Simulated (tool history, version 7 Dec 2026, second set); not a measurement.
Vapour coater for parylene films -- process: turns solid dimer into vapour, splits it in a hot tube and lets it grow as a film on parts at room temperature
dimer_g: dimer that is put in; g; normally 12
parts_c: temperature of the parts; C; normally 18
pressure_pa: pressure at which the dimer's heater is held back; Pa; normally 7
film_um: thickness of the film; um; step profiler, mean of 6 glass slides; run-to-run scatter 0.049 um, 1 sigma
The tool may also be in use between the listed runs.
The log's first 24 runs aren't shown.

run	hour	dimer_g	parts_c	pressure_pa	film_um
25	614.9	20	11	3.84	14.13
26	628.5	12	19	3.84	5.81
27	654.9	12	19	3.84	5.82
28	668.6	12	19	3.84	5.79
29	685.8	6	29	10.9	1.48
30	716.6	6	29	10.9	1.47
31	741.7	6	29	10.9	1.52
32	768.8	9	23	3.68	3.58
33	786.8	12	18	5.77	5.64

What if the next run were any one of these 4? Each begins from the tool's condition after run 33:
A	807.2	14	13	6.07	?
B	807.2	5	20	4.76	?
C	807.2	11	15	2.44	?
D	807.2	17	11	2.85	?

run	film_um
A	8.25
B	2.2
C	6.78
D	11.95
Without the tool's hidden state the same runs would have given:
run	film_um
A	8.6
B	2.29
C	7.06
D	12.64

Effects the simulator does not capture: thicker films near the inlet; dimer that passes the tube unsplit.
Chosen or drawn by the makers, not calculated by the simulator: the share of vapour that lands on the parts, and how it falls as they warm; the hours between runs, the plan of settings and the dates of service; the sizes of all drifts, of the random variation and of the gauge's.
